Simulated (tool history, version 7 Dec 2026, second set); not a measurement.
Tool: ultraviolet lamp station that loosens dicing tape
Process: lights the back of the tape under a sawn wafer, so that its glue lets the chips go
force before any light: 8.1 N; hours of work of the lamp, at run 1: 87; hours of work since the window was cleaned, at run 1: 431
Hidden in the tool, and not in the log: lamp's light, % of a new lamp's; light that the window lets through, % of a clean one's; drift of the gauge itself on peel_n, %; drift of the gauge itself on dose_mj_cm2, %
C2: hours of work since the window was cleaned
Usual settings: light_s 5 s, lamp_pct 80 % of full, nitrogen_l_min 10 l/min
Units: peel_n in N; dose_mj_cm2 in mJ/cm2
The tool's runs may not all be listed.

{"run": 1, "hour": 0.0, "light_s": 5, "lamp_pct": 80, "nitrogen_l_min": 10, "hours of work of the lamp": 87, "C2": 431, "peel_n": 0.805, "dose_mj_cm2": 512}
{"run": 2, "hour": 78.8, "light_s": 5, "lamp_pct": 80, "nitrogen_l_min": 10, "hours of work of the lamp": 143, "C2": 487, "peel_n": 0.875, "dose_mj_cm2": 504}
{"run": 3, "hour": 139.6, "light_s": 5, "lamp_pct": 80, "nitrogen_l_min": 10, "hours of work of the lamp": 187, "C2": 531, "peel_n": 0.878, "dose_mj_cm2": 494}
{"run": 4, "hour": 207.0, "light_s": 5, "lamp_pct": 80, "nitrogen_l_min": 10, "hours of work of the lamp": 235, "C2": 579, "peel_n": 0.927, "dose_mj_cm2": 484}
{"run": 5, "hour": 294.8, "light_s": 5, "lamp_pct": 77, "nitrogen_l_min": 10, "hours of work of the lamp": 297, "C2": 641, "peel_n": 1.055, "dose_mj_cm2": 452}
{"hour": 327.5, "done": "window cleaned of glue's vapour"}
{"run": 6, "hour": 373.1, "light_s": 4, "lamp_pct": 80, "nitrogen_l_min": 10, "hours of work of the lamp": 353, "C2": 33, "peel_n": 1.103, "dose_mj_cm2": 444}
{"run": 7, "hour": 463.4, "light_s": 5, "lamp_pct": 91, "nitrogen_l_min": 10, "hours of work of the lamp": 417, "C2": 97, "peel_n": 0.548, "dose_mj_cm2": 614}
{"run": 8, "hour": 516.6, "light_s": 5, "lamp_pct": 80, "nitrogen_l_min": 10, "hours of work of the lamp": 455, "C2": 135, "peel_n": 0.767, "dose_mj_cm2": 529}
{"run": 9, "hour": 594.3, "light_s": 5, "lamp_pct": 80, "nitrogen_l_min": 10, "hours of work of the lamp": 511, "C2": 190, "peel_n": 0.767, "dose_mj_cm2": 521}
{"run": 10, "hour": 640.5, "light_s": 5, "lamp_pct": 80, "nitrogen_l_min": 12, "hours of work of the lamp": 544, "C2": 223, "peel_n": 0.67, "dose_mj_cm2": 520}
{"run": 11, "hour": 709.5, "light_s": 5, "lamp_pct": 80, "nitrogen_l_min": 10, "hours of work of the lamp": 593, "C2": 272, "peel_n": 0.834, "dose_mj_cm2": 507}
{"run": 12, "hour": 784.2, "light_s": 5, "lamp_pct": 80, "nitrogen_l_min": 10, "hours of work of the lamp": 646, "C2": 326, "peel_n": 0.874, "dose_mj_cm2": 501}
{"run": 13, "hour": 875.9, "light_s": 5, "lamp_pct": 80, "nitrogen_l_min": 10, "hours of work of the lamp": 711, "C2": 391, "peel_n": 0.92, "dose_mj_cm2": 479}
{"run": 14, "hour": 921.3, "light_s": 5, "lamp_pct": 80, "nitrogen_l_min": 10, "hours of work of the lamp": 744, "C2": 423, "peel_n": 0.967, "dose_mj_cm2": 470}
{"run": 15, "hour": 1009.2, "light_s": 5, "lamp_pct": 80, "nitrogen_l_min": 10, "hours of work of the lamp": 806, "C2": 486, "peel_n": 1.033, "dose_mj_cm2": 466}
{"run": 16, "hour": 1084.9, "light_s": 5, "lamp_pct": 80, "nitrogen_l_min": 10, "hours of work of the lamp": 860, "C2": 540, "peel_n": 1.056, "dose_mj_cm2": 451}
{"run": 17, "hour": 1179.1, "light_s": 3, "lamp_pct": 64, "nitrogen_l_min": 10, "hours of work of the lamp": 928, "C2": 607, "peel_n": 3.157, "dose_mj_cm2": 210}
{"run": 18, "hour": 1223.5, "light_s": 3, "lamp_pct": 64, "nitrogen_l_min": 10, "hours of work of the lamp": 959, "C2": 639, "peel_n": 3.058, "dose_mj_cm2": 208}
{"hour": 1263.5, "done": "window cleaned of glue's vapour"}
{"run": 19, "hour": 1287.0, "light_s": 7, "lamp_pct": 64, "nitrogen_l_min": 5, "hours of work of the lamp": 1004, "C2": 17, "peel_n": 1.16, "dose_mj_cm2": 576}
{"run": 20, "hour": 1365.5, "light_s": 5, "lamp_pct": 80, "nitrogen_l_min": 7, "hours of work of the lamp": 1060, "C2": 73, "peel_n": 1.176, "dose_mj_cm2": 502}
{"run": 21, "hour": 1460.7, "light_s": 7, "lamp_pct": 80, "nitrogen_l_min": 4, "hours of work of the lamp": 1128, "C2": 141, "peel_n": 0.956, "dose_mj_cm2": 681}
{"run": 22, "hour": 1513.6, "light_s": 4, "lamp_pct": 80, "nitrogen_l_min": 10, "hours of work of the lamp": 1166, "C2": 178, "peel_n": 1.422, "dose_mj_cm2": 383}
{"run": 23, "hour": 1604.6, "light_s": 5, "lamp_pct": 61, "nitrogen_l_min": 15, "hours of work of the lamp": 1231, "C2": 243, "peel_n": 1.239, "dose_mj_cm2": 356}
{"run": 24, "hour": 1672.9, "light_s": 8, "lamp_pct": 64, "nitrogen_l_min": 19, "hours of work of the lamp": 1279, "C2": 292, "peel_n": 0.355, "dose_mj_cm2": 586}
{"run": 25, "hour": 1718.9, "light_s": 2, "lamp_pct": 80, "nitrogen_l_min": 4, "hours of work of the lamp": 1312, "C2": 325, "peel_n": 4.653, "dose_mj_cm2": 183}
{"run": 26, "hour": 1782.2, "light_s": 2, "lamp_pct": 80, "nitrogen_l_min": 4, "hours of work of the lamp": 1357, "C2": 370, "peel_n": 4.702, "dose_mj_cm2": 179}
{"run": 27, "hour": 1859.8, "light_s": 3, "lamp_pct": 70, "nitrogen_l_min": 12, "hours of work of the lamp": 1413, "C2": 425, "peel_n": 2.623, "dose_mj_cm2": 226}
{"run": 28, "hour": 1917.9, "light_s": 5, "lamp_pct": 80, "nitrogen_l_min": 5, "hours of work of the lamp": 1454, "C2": 467, "peel_n": 1.918, "dose_mj_cm2": 419}
{"run": 29, "hour": 1958.8, "light_s": 5, "lamp_pct": 80, "nitrogen_l_min": 5, "hours of work of the lamp": 1483, "C2": 496, "peel_n": 1.941, "dose_mj_cm2": 421}
{"run": 30, "hour": 2002.9, "light_s": 5, "lamp_pct": 80, "nitrogen_l_min": 9, "hours of work of the lamp": 1515, "C2": 527, "peel_n": 1.359, "dose_mj_cm2": 414}
{"run": 31, "hour": 2042.6, "light_s": 3, "lamp_pct": 77, "nitrogen_l_min": 9, "hours of work of the lamp": 1543, "C2": 556, "peel_n": 2.793, "dose_mj_cm2": 239}
{"run": 32, "hour": 2130.5, "light_s": 6, "lamp_pct": 91, "nitrogen_l_min": 6, "hours of work of the lamp": 1606, "C2": 618, "peel_n": 1.166, "dose_mj_cm2": 544}

The same runs without the tool's hidden state, with the same run-to-run variation:
run=1 peel_n=0.598 dose_mj_cm2=585
run=2 peel_n=0.621 dose_mj_cm2=589
run=3 peel_n=0.598 dose_mj_cm2=588
run=4 peel_n=0.604 dose_mj_cm2=589
run=5 peel_n=0.661 dose_mj_cm2=564
run=6 peel_n=0.988 dose_mj_cm2=470
run=7 peel_n=0.45 dose_mj_cm2=666
run=8 peel_n=0.617 dose_mj_cm2=583
run=9 peel_n=0.587 dose_mj_cm2=586
run=10 peel_n=0.493 dose_mj_cm2=593
run=11 peel_n=0.597 dose_mj_cm2=590
run=12 peel_n=0.596 dose_mj_cm2=595
run=13 peel_n=0.596 dose_mj_cm2=585
run=14 peel_n=0.606 dose_mj_cm2=583
run=15 peel_n=0.611 dose_mj_cm2=594
run=16 peel_n=0.596 dose_mj_cm2=588
run=17 peel_n=2.276 dose_mj_cm2=282
run=18 peel_n=2.177 dose_mj_cm2=283
run=19 peel_n=0.879 dose_mj_cm2=662
run=20 peel_n=0.852 dose_mj_cm2=590
run=21 peel_n=0.639 dose_mj_cm2=822
run=22 peel_n=0.977 dose_mj_cm2=469
run=23 peel_n=0.787 dose_mj_cm2=448
run=24 peel_n=0.192 dose_mj_cm2=754
run=25 peel_n=3.914 dose_mj_cm2=239
run=26 peel_n=3.913 dose_mj_cm2=237
run=27 peel_n=1.764 dose_mj_cm2=308
run=28 peel_n=1.109 dose_mj_cm2=581
run=29 peel_n=1.109 dose_mj_cm2=591
run=30 peel_n=0.667 dose_mj_cm2=591
run=31 peel_n=1.775 dose_mj_cm2=344
run=32 peel_n=0.49 dose_mj_cm2=808
